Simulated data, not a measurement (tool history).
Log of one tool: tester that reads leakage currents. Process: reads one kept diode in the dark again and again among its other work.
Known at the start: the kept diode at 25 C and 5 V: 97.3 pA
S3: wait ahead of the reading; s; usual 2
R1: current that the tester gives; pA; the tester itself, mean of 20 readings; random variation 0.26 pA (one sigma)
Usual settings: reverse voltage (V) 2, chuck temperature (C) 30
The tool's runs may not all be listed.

run 1 hour=0 | reverse_voltage_(V)=2 chuck_temperature_(C)=30 S3=2 | R1=85.03
run 2 hour=88.2 | reverse_voltage_(V)=2 chuck_temperature_(C)=30 S3=2 | R1=84.86
run 3 hour=147.1 | reverse_voltage_(V)=2 chuck_temperature_(C)=30 S3=2 | R1=84.38
run 4 hour=219.6 | reverse_voltage_(V)=2 chuck_temperature_(C)=30 S3=2 | R1=84.12
run 5 hour=297.1 | reverse_voltage_(V)=5.31 chuck_temperature_(C)=30 S3=2 | R1=148.41
run 6 hour=380.8 | reverse_voltage_(V)=2 chuck_temperature_(C)=30 S3=2 | R1=84.44
run 7 hour=477.9 | reverse_voltage_(V)=2 chuck_temperature_(C)=30 S3=8.76 | R1=84.69
run 8 hour=556.7 | reverse_voltage_(V)=2 chuck_temperature_(C)=30 S3=8.76 | R1=84.51
run 9 hour=619.8 | reverse_voltage_(V)=2 chuck_temperature_(C)=30 S3=8.76 | R1=84.48
run 10 hour=719.1 | reverse_voltage_(V)=2 chuck_temperature_(C)=30 S3=8.76 | R1=83.92
run 11 hour=794.8 | reverse_voltage_(V)=2 chuck_temperature_(C)=30 S3=8.76 | R1=84.37
run 12 hour=902.4 | reverse_voltage_(V)=2 chuck_temperature_(C)=30 S3=8.76 | R1=84.63
run 13 hour=963.9 | reverse_voltage_(V)=14.05 chuck_temperature_(C)=30 S3=8.76 | R1=259.36
run 14 hour=1070.6 | reverse_voltage_(V)=14.05 chuck_temperature_(C)=30 S3=8.76 | R1=261.24
run 15 hour=1149.9 | reverse_voltage_(V)=14.05 chuck_temperature_(C)=30 S3=8.76 | R1=259.46
-- hour=1221 chuck's temperature calibrated
run 16 hour=1263.8 | reverse_voltage_(V)=2 chuck_temperature_(C)=30 S3=2 | R1=84.44
run 17 hour=1366.8 | reverse_voltage_(V)=2 chuck_temperature_(C)=30 S3=2 | R1=84.37
run 18 hour=1443.5 | reverse_voltage_(V)=2 chuck_temperature_(C)=30 S3=2 | R1=84.53
run 19 hour=1513.5 | reverse_voltage_(V)=1.3 chuck_temperature_(C)=29 S3=3.6 | R1=60.96
run 20 hour=1602.1 | reverse_voltage_(V)=9.95 chuck_temperature_(C)=53 S3=1.54 | R1=1073.28
run 21 hour=1686.1 | reverse_voltage_(V)=9.74 chuck_temperature_(C)=23 S3=1.13 | R1=123.78
run 22 hour=1785.8 | reverse_voltage_(V)=9.74 chuck_temperature_(C)=23 S3=1.13 | R1=123.9
run 23 hour=1842.4 | reverse_voltage_(V)=9.74 chuck_temperature_(C)=23 S3=1.13 | R1=122.77
run 24 hour=1921 | reverse_voltage_(V)=9.74 chuck_temperature_(C)=26 S3=6.59 | R1=155.46
run 25 hour=1989.4 | reverse_voltage_(V)=1.5 chuck_temperature_(C)=49 S3=2 | R1=274.88
run 26 hour=2083.1 | reverse_voltage_(V)=2.35 chuck_temperature_(C)=30 S3=2.58 | R1=92.7
run 27 hour=2162.9 | reverse_voltage_(V)=2.35 chuck_temperature_(C)=30 S3=2.58 | R1=92.79
run 28 hour=2262.2 | reverse_voltage_(V)=1.55 chuck_temperature_(C)=41 S3=9.9 | R1=163.01
run 29 hour=2325.2 | reverse_voltage_(V)=1.55 chuck_temperature_(C)=41 S3=9.9 | R1=161.79
run 30 hour=2386.2 | reverse_voltage_(V)=3.45 chuck_temperature_(C)=38 S3=1.57 | R1=208.5
run 31 hour=2474.9 | reverse_voltage_(V)=3.45 chuck_temperature_(C)=38 S3=1.57 | R1=208.12
run 32 hour=2564.6 | reverse_voltage_(V)=3.08 chuck_temperature_(C)=29 S3=1.12 | R1=100.07
run 33 hour=2643.2 | reverse_voltage_(V)=2 chuck_temperature_(C)=37 S3=0.98 | R1=141.44
run 34 hour=2709.1 | reverse_voltage_(V)=2 chuck_temperature_(C)=50 S3=5.72 | R1=349.2
run 35 hour=2758.1 | reverse_voltage_(V)=5.49 chuck_temperature_(C)=50 S3=1.64 | R1=626.37

Forecast each of these 5 alternatives for the next run:
run A hour=2804.9 | reverse_voltage_(V)=5.49 chuck_temperature_(C)=50 S3=1.66 | R1=?
run B hour=2804.9 | reverse_voltage_(V)=11.99 chuck_temperature_(C)=31 S3=2.86 | R1=?
run C hour=2804.9 | reverse_voltage_(V)=2 chuck_temperature_(C)=30 S3=1.39 | R1=?
run D hour=2804.9 | reverse_voltage_(V)=3.32 chuck_temperature_(C)=49 S3=3.31 | R1=?
run E hour=2804.9 | reverse_voltage_(V)=2 chuck_temperature_(C)=60 S3=2 | R1=?

run=A R1=622.66
run=B R1=256.14
run=C R1=84.22
run=D R1=436.92
run=E R1=666.28
Without the tool's hidden state the same runs would have given:
run=A R1=623.51
run=B R1=256.28
run=C R1=84.32
run=D R1=437.53
run=E R1=667.22
